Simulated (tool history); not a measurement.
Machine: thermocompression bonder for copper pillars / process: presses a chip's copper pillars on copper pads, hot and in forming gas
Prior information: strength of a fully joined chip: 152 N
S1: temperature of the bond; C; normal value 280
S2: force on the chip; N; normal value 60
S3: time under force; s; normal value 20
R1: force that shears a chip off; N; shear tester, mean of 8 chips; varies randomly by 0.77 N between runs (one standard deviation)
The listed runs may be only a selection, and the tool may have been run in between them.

| run | hour | S1 | S2 | S3 | R1 |
|---|---|---|---|---|---|
| 1 | 0.0 | 280 | 60 | 20 | 59.3 |
| 2 | 16.0 | 280 | 60 | 20 | 57.6 |
| 3 | 29.3 | 280 | 60 | 20 | 57.1 |
| 4 | 39.4 | 280 | 60 | 20 | 58.2 |
| 5 | 53.6 | 299 | 60 | 20 | 71.5 |
| 6 | 69.1 | 299 | 60 | 20 | 70.5 |
| 7 | 77.1 | 299 | 60 | 20 | 70.1 |
| 8 | 89.3 | 280 | 60 | 20 | 59.1 |
| 9 | 99.0 | 280 | 60 | 20 | 57.9 |
| 10 | 115.2 | 302 | 76 | 20 | 89.1 |
| 11 | 131.3 | 273 | 72 | 21 | 65.9 |
| 12 | 142.0 | 268 | 53 | 44 | 58.5 |
| 13 | 149.9 | 268 | 53 | 44 | 60.3 |
| 14 | 166.4 | 268 | 53 | 44 | 58.5 |
| 15 | 174.5 | 272 | 60 | 26 | 58.0 |
| 16 | 188.7 | 280 | 60 | 57 | 81.8 |
| 17 | 207.7 | 278 | 56 | 51 | 74.4 |

Consider 4 possible next runs. They are alternatives, not a sequence: every one starts from the tool as it was left by run 17. What does each give?
| A | 222.5 | 278 | 56 | 17 | ? |
| B | 222.5 | 300 | 56 | 51 | ? |
| C | 222.5 | 280 | 60 | 32 | ? |
| D | 222.5 | 283 | 46 | 51 | ? |

| run | R1 |
|---|---|
| A | 48.1 |
| B | 87.9 |
| C | 68.2 |
| D | 63.2 |
What these runs would have given with no unlogged condition in the tool:
| run | R1 |
|---|---|
| A | 48.3 |
| B | 90.1 |
| C | 69.1 |
| D | 63.9 |

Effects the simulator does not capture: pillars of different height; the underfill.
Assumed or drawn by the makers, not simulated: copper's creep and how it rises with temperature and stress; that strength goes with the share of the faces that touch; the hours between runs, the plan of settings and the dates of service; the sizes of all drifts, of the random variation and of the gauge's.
